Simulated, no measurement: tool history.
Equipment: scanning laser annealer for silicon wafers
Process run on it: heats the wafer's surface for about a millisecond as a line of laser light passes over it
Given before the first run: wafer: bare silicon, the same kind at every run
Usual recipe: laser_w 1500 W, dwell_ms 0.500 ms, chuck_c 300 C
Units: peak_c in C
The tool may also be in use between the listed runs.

Run 1, hour 0.0: usual settings. Result: peak_c 1009 C.
Run 2, hour 45.9: usual settings. Result: peak_c 1009 C.
Run 3, hour 77.3: usual settings but dwell_ms 0.375 ms. Result: peak_c 899 C.
Run 4, hour 137.0: usual settings. Result: peak_c 1009 C.
Run 5, hour 173.5: usual settings. Result: peak_c 1010 C.
Run 6, hour 226.2: usual settings. Result: peak_c 1009 C.
Run 7, hour 281.8: usual settings but laser_w 1333 W. Result: peak_c 933 C.
Run 8, hour 317.6: usual settings but laser_w 1333 W. Result: peak_c 936 C.
Run 9, hour 351.1: usual settings but laser_w 1333 W. Result: peak_c 934 C.
Run 10, hour 402.7: usual settings but laser_w 1333 W. Result: peak_c 937 C.
Run 11, hour 447.8: usual settings but laser_w 1524 W. Result: peak_c 1018 C.
Run 12, hour 515.6: usual settings but laser_w 1524 W. Result: peak_c 1014 C.
Run 13, hour 543.9: usual settings but laser_w 1524 W. Result: peak_c 1022 C.
Run 14, hour 600.5: usual settings but laser_w 1309 W, dwell_ms 0.491 ms, chuck_c 292 C. Result: peak_c 908 C.
Run 15, hour 643.5: usual settings but laser_w 1329 W, dwell_ms 0.532 ms, chuck_c 272 C. Result: peak_c 929 C.
Run 16, hour 699.4: usual settings but laser_w 1617 W, dwell_ms 0.487 ms. Result: peak_c 1050 C.
Run 17, hour 756.2: usual settings but laser_w 1452 W, dwell_ms 0.487 ms, chuck_c 263 C. Result: peak_c 939 C.
Run 18, hour 820.6: usual settings but dwell_ms 0.440 ms, chuck_c 329 C. Result: peak_c 990 C.
Run 19, hour 890.8: usual settings but laser_w 1352 W, chuck_c 294 C. Result: peak_c 935 C.
Run 20, hour 921.8: usual settings but laser_w 1494 W, dwell_ms 0.480 ms, chuck_c 268 C. Result: peak_c 961 C.
Run 21, hour 966.9: usual settings but laser_w 1460 W, dwell_ms 0.402 ms, chuck_c 281 C. Result: peak_c 891 C.

Not shown here: 1 entry made in the log between runs. Locate each between two listed runs and compare the hidden state at the listed run before it with the hidden state at the listed run after it:
Between runs 7 and 8: window over the wafer cleaned (hour 312.4)
  light that passes the window, % of a clean one's: 99.92 -> 99.99
